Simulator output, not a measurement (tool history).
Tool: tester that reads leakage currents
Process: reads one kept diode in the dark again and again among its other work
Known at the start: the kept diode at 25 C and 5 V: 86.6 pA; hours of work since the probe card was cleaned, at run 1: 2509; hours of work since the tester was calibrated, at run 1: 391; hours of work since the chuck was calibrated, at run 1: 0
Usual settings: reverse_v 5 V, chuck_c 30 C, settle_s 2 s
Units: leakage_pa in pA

run	day	reverse_v	chuck_c	settle_s	hours of work since the probe card was cleaned	hours of work since the tester was calibrated	hours of work since the chuck was calibrated	leakage_pa
1	0	5	30	2	2509	391	0	140.21
2	2.712	5	30	2	2536	418	27	140.22
3	6.742	5	30	2	2575	457	66	140.02
4	10.275	5	30	2	2610	492	101	140.5
5	13.083	7.62	30	2	2638	520	129	170.83
6	18.288	7.62	30	0.73	2689	571	180	172.81
7	22.9	7.62	30	0.73	2734	616	225	172.57
8	25.988	7.62	30	0.73	2765	646	255	173.34
9	31.192	3.64	30	2	2816	698	307	120.64
10	34.862	5	25	2	2852	734	343	87.03
11	40.004	5	25	2	2902	784	393	87.54
12	43.517	5	30	2	2937	819	428	139.94
13	46.496	5	30	2	2966	848	457	139.17
14	50.6	3.01	30	2	3007	888	497	110.1
15	52.746	3.01	30	2	3028	909	518	110.17
16	56.883	3.82	24	2.21	3068	950	559	69.68
17	59.042	3.82	24	2.21	3090	971	580	69.65
18	62.333	6.57	47	2	3122	1004	613	716.72
19	65.271	9.42	26	4.8	3151	1033	642	128.37
20	69.421	16.48	26	0.59	3192	1073	682	172
21	72.296	16.48	41	0.33	3220	1102	711	664.45
22	77.571	5	43	5.78	3272	1153	762	448.56
23	82.704	1.65	43	3.97	3322	1204	813	265
24	87.329	5	25	0.64	3368	1249	858	88.23
25	91.279	5	25	0.64	3407	1288	897	88.38
26	94.988	8.25	51	3.07	3443	1325	934	1105.14
27	98.921	8.25	51	3.07	3482	1363	972	1100.63
28	101.229	5	46	1.43	3504	1386	995	577.24
29	106.229	5	30	6.17	3553	1435	1044	139.53
# day 109.429: probe card cleaned and baked
30	109.542	1.85	50	9.07	1	1467	1076	505.56

Forecast each of these 3 alternatives for the next run:
A	113.062	1.05	41	0.62	36	1501	1110	?
B	113.062	1.85	31	0.64	36	1501	1110	?
C	113.062	12.81	30	3.71	36	1501	1110	?

run	leakage_pa
A	181.6
B	96.37
C	217.07
Without the tool's hidden state the same runs would have given:
run	leakage_pa
A	181.84
B	96.5
C	217.38

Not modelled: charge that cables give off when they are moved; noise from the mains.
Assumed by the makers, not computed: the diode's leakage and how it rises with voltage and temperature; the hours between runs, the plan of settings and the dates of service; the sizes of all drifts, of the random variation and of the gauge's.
